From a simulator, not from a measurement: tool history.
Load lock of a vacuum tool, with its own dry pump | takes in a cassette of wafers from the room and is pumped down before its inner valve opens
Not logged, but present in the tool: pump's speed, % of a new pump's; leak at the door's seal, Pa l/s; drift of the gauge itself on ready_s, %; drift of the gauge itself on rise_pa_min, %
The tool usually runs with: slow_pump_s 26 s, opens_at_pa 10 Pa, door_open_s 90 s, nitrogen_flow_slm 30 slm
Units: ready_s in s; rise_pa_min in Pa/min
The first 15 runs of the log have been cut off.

| run | hour | slow_pump_s | opens_at_pa | door_open_s | nitrogen_flow_slm | hours that the pump has run since its overhaul | times that the door has closed on its seal | incoming humidity of the room's air, % | ready_s | rise_pa_min |
|---|---|---|---|---|---|---|---|---|---|---|
| 16 | 4343.1 | 26 | 10 | 90 | 30 | 2479 | 29622 | 46.1 | 51.2 | 0.148 |
| 17 | 4597.7 | 26 | 10 | 90 | 30 | 2734 | 30157 | 45.4 | 51.9 | 0.154 |
| 18 | 4759.4 | 26 | 10 | 90 | 30 | 2895 | 30497 | 42.2 | 51.7 | 0.151 |
| 19 | 5105.5 | 26 | 10 | 90 | 30 | 3242 | 31224 | 48.8 | 52.2 | 0.168 |
| 20 | 5371.5 | 28 | 10 | 38 | 30 | 3508 | 31783 | 43.7 | 53.0 | 0.161 |
| 21 | 5614.8 | 22 | 10 | 28 | 30 | 3751 | 32295 | 45.2 | 48.8 | 0.164 |
| 22 | 5813.2 | 22 | 10 | 28 | 30 | 3949 | 32711 | 39.7 | 49.2 | 0.159 |
| 23 | 6059.3 | 18 | 16 | 76 | 19 | 4195 | 33229 | 44.8 | 45.1 | 0.178 |
| 24 | 6223.5 | 18 | 16 | 76 | 19 | 4360 | 33574 | 46.4 | 45.7 | 0.187 |
| 25 | 6415.6 | 18 | 16 | 76 | 19 | 4552 | 33977 | 47.9 | 45.0 | 0.194 |
| 26 | 6768.0 | 26 | 9 | 97 | 30 | 4904 | 34718 | 45.8 | 52.4 | 0.189 |
| 27 | 6930.7 | 26 | 9 | 97 | 30 | 5067 | 35060 | 46.7 | 52.9 | 0.188 |
| 28 | 7136.6 | 26 | 9 | 97 | 30 | 5273 | 35493 | 45.6 | 52.2 | 0.201 |
| 29 | 7417.9 | 16 | 9 | 97 | 8 | 5554 | 36084 | 47.3 | 45.9 | 0.224 |
| 30 | 7607.0 | 16 | 9 | 97 | 8 | 5743 | 36481 | 45.0 | 45.7 | 0.220 |
| 31 | 7873.2 | 42 | 10 | 109 | 7 | 6009 | 37041 | 44.0 | 63.4 | 0.238 |
| 32 | 8062.7 | 30 | 10 | 91 | 30 | 6199 | 37439 | 45.7 | 55.9 | 0.213 |
| 33 | 8323.8 | 30 | 10 | 91 | 30 | 6460 | 37988 | 44.9 | 55.2 | 0.216 |
|  | 8449.4 | door's seal changed, seat wiped |
| 34 | 8617.4 | 22 | 9 | 29 | 8 | 6752 | 353 | 45.0 | 51.3 | 0.029 |
| 35 | 8859.3 | 28 | 19 | 27 | 11 | 6994 | 862 | 43.5 | 51.8 | 0.021 |
| 36 | 9131.9 | 28 | 19 | 27 | 11 | 7266 | 1435 | 45.1 | 51.9 | 0.025 |

5 options for the next run, each taken on its own from the tool as it stands now. Forecast them:
| A | 9445.6 | 26 | 10 | 90 | 21 | 7580 | 2094 | 46.3 | ? | ? |
| B | 9445.6 | 26 | 10 | 29 | 30 | 7580 | 2094 | 47.4 | ? | ? |
| C | 9445.6 | 28 | 8 | 29 | 11 | 7580 | 2094 | 44.5 | ? | ? |
| D | 9445.6 | 26 | 15 | 90 | 30 | 7580 | 2094 | 46.8 | ? | ? |
| E | 9445.6 | 26 | 10 | 200 | 20 | 7580 | 2094 | 43.1 | ? | ? |

| run | ready_s | rise_pa_min |
|---|---|---|
| A | 53.5 | 0.037 |
| B | 53.7 | 0.020 |
| C | 55.1 | 0.032 |
| D | 51.4 | 0.028 |
| E | 52.8 | 0.045 |
What these runs would have given with no unlogged condition in the tool:
| run | ready_s | rise_pa_min |
|---|---|---|
| A | 50.7 | 0.035 |
| B | 50.9 | 0.018 |
| C | 52.2 | 0.029 |
| D | 48.9 | 0.025 |
| E | 50.1 | 0.043 |

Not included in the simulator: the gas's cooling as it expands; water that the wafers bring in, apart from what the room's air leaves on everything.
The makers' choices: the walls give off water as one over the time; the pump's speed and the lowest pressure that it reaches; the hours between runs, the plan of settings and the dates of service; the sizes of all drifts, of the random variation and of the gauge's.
